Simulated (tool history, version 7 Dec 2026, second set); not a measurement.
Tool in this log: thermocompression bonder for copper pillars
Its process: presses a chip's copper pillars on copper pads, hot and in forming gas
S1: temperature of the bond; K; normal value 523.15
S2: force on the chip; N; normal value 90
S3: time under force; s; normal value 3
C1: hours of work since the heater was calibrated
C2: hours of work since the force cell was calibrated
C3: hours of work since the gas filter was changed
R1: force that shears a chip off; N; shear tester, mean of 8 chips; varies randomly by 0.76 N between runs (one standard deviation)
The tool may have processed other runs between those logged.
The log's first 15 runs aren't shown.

run    hour      S1   S2  S3   C1    C2   C3    R1
      755.7  -- forming gas filter changed
 16   770.2  523.15   90   3  694   694    8  54.2
 17   801.2  523.15   90   5  711   711   24  64.6
 18   851.8  523.15  114   3  738   738   52  62.9
      909.5  -- heater calibrated with a thermocouple chip
 19   913.7  523.15  114   3    2   770   84  70.3
 20   965.3  523.15  114   3   30   798  112    69
 21  1001.6  523.15  114   3   50   817  131  69.4
 22  1047.2  528.15   92   2   74   842  156  56.3
 23  1088.2  514.15   76   2   96   864  178  39.5
     1145.5  -- forming gas filter changed
 24  1145.5  514.15   68   2  127   895    0  38.6
 25  1175.5  514.15   68   2  143   911   16  37.8
 26  1239.8  514.15   68   2  177   945   51  37.7
 27  1279.2  497.15   86   4  199   966   72  43.9
 28  1316.2  529.15  116   8  218   986   92  86.6
 29  1355.3  529.15  116   8  239  1007  113  85.5
 30  1403.3  529.15  116   8  265  1033  139  85.6
 31  1460.3  529.15  116   8  296  1064  169  84.7
 32  1528.3  504.15   86   3  332  1100  206  41.1
     1532.3  -- forming gas filter changed
 33  1573.1  521.15   90   5  356  1124   22    67
 34  1623.9  500.15  125   7  384  1152   49  69.1
 35    1689  500.15  125   4  419  1187   84  58.3
 36  1729.6  525.15  117   2  440  1208  106  61.7
 37  1761.7  523.15   72   2  458  1226  123  41.2
 38  1811.1  523.15   72   2  484  1252  150  40.3
 39    1875  533.15   57   8  519  1287  184  61.6
     1920.3  -- forming gas filter changed
 40  1931.5  553.15  133   3  549  1317    6  89.6

Predict each of these 3 candidate next runs independently; none follows another, all start after run 40:
  A  1989.5  501.15   69   3  580  1348  37   ?
  B  1989.5  523.15  100   3  580  1348  37   ?
  C  1989.5  506.15  133   7  580  1348  37   ?

run    R1
  A  33.8
  B  60.5
  C  71.8
Had the tool no hidden state, the same runs would have come out as:
run    R1
  A  37.3
  B  64.9
  C  76.5
